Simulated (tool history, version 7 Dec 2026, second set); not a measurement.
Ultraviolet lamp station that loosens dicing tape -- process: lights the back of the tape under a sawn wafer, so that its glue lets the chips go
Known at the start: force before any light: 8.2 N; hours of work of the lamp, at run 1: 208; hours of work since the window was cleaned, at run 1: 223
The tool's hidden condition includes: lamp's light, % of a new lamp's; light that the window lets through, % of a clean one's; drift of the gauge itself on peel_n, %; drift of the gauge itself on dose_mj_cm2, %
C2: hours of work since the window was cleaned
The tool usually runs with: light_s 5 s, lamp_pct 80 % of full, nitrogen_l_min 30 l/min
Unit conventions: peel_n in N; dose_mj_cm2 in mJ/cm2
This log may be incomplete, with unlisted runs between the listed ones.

{"run": 1, "hour": 0.0, "light_s": 5, "lamp_pct": 80, "nitrogen_l_min": 30, "hours of work of the lamp": 208, "C2": 223, "peel_n": 1.016, "dose_mj_cm2": 242}
{"run": 2, "hour": 20.5, "light_s": 5, "lamp_pct": 80, "nitrogen_l_min": 56, "hours of work of the lamp": 218, "C2": 232, "peel_n": 0.662, "dose_mj_cm2": 243}
{"run": 3, "hour": 48.8, "light_s": 5, "lamp_pct": 80, "nitrogen_l_min": 56, "hours of work of the lamp": 231, "C2": 246, "peel_n": 0.706, "dose_mj_cm2": 240}
{"run": 4, "hour": 75.3, "light_s": 8, "lamp_pct": 80, "nitrogen_l_min": 30, "hours of work of the lamp": 243, "C2": 258, "peel_n": 0.397, "dose_mj_cm2": 386}
{"run": 5, "hour": 92.1, "light_s": 8, "lamp_pct": 80, "nitrogen_l_min": 30, "hours of work of the lamp": 251, "C2": 266, "peel_n": 0.387, "dose_mj_cm2": 384}
{"run": 6, "hour": 112.1, "light_s": 8, "lamp_pct": 80, "nitrogen_l_min": 30, "hours of work of the lamp": 261, "C2": 275, "peel_n": 0.415, "dose_mj_cm2": 376}
{"run": 7, "hour": 136.5, "light_s": 3, "lamp_pct": 82, "nitrogen_l_min": 30, "hours of work of the lamp": 272, "C2": 286, "peel_n": 2.393, "dose_mj_cm2": 147}
{"hour": 139.9, "done": "window cleaned of glue's vapour"}
{"run": 8, "hour": 167.8, "light_s": 5, "lamp_pct": 95, "nitrogen_l_min": 18, "hours of work of the lamp": 286, "C2": 13, "peel_n": 1.262, "dose_mj_cm2": 270}
{"run": 9, "hour": 193.4, "light_s": 5, "lamp_pct": 95, "nitrogen_l_min": 18, "hours of work of the lamp": 298, "C2": 25, "peel_n": 1.297, "dose_mj_cm2": 272}
{"run": 10, "hour": 210.4, "light_s": 2, "lamp_pct": 76, "nitrogen_l_min": 11, "hours of work of the lamp": 306, "C2": 33, "peel_n": 5.1, "dose_mj_cm2": 88}
{"run": 11, "hour": 239.6, "light_s": 5, "lamp_pct": 76, "nitrogen_l_min": 30, "hours of work of the lamp": 320, "C2": 46, "peel_n": 1.326, "dose_mj_cm2": 217}

5 options for the next run, each taken on its own from the tool as it stands now. Forecast them:
{"run": "A", "hour": 260.9, "light_s": 9, "lamp_pct": 73, "nitrogen_l_min": 30, "hours of work of the lamp": 330, "C2": 56, "peel_n": "?", "dose_mj_cm2": "?"}
{"run": "B", "hour": 260.9, "light_s": 2, "lamp_pct": 61, "nitrogen_l_min": 24, "hours of work of the lamp": 330, "C2": 56, "peel_n": "?", "dose_mj_cm2": "?"}
{"run": "C", "hour": 260.9, "light_s": 4, "lamp_pct": 64, "nitrogen_l_min": 12, "hours of work of the lamp": 330, "C2": 56, "peel_n": "?", "dose_mj_cm2": "?"}
{"run": "D", "hour": 260.9, "light_s": 4, "lamp_pct": 92, "nitrogen_l_min": 12, "hours of work of the lamp": 330, "C2": 56, "peel_n": "?", "dose_mj_cm2": "?"}
{"run": "E", "hour": 260.9, "light_s": 3, "lamp_pct": 81, "nitrogen_l_min": 14, "hours of work of the lamp": 330, "C2": 56, "peel_n": "?", "dose_mj_cm2": "?"}

run=A peel_n=0.439 dose_mj_cm2=366
run=B peel_n=4.845 dose_mj_cm2=67
run=C peel_n=3.553 dose_mj_cm2=145
run=D peel_n=2.399 dose_mj_cm2=205
run=E peel_n=3.407 dose_mj_cm2=138
Take away the tool's hidden state, keep each run's random variation, and the runs would have read:
run=A peel_n=0.281 dose_mj_cm2=447
run=B peel_n=4.302 dose_mj_cm2=82
run=C peel_n=2.958 dose_mj_cm2=176
run=D peel_n=1.855 dose_mj_cm2=249
run=E peel_n=2.832 dose_mj_cm2=168
